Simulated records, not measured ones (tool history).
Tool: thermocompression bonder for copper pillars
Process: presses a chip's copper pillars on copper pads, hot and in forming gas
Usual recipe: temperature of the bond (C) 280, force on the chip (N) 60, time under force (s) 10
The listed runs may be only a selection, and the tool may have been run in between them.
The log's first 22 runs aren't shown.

| run | hour | temperature of the bond (C) | force on the chip (N) | time under force (s) | force that shears a chip off (N) |
|---|---|---|---|---|---|
| 23 | 190 | 288 | 52 | 14 | 64 |
| 24 | 198.3 | 288 | 50 | 13 | 59 |
| 25 | 209.2 | 264 | 50 | 13 | 45.7 |
| 26 | 220.4 | 264 | 50 | 13 | 46.5 |
|  | 231.1 | heater calibrated with a thermocouple chip, once more |
| 27 | 233.3 | 264 | 59 | 5 | 38.7 |
| 28 | 245.5 | 264 | 59 | 5 | 39.2 |
| 29 | 253.4 | 264 | 59 | 5 | 39.4 |
| 30 | 260.7 | 264 | 47 | 20 | 53.5 |
| 31 | 272.1 | 264 | 84 | 23 | 98.2 |

Consider 3 possible next runs. They are alternatives, not a sequence: every one starts from the tool as it was left by run 31. What does each give?
| A | 277.3 | 255 | 84 | 23 | ? |
| B | 277.3 | 300 | 40 | 20 | ? |
| C | 277.3 | 264 | 84 | 15 | ? |

| run | force that shears a chip off (N) |
|---|---|
| A | 92.3 |
| B | 63.6 |
| C | 86 |
With the hidden condition removed and each run's random variation left untouched, the same runs would have given:
| run | force that shears a chip off (N) |
|---|---|
| A | 95.3 |
| B | 65.5 |
| C | 88.7 |
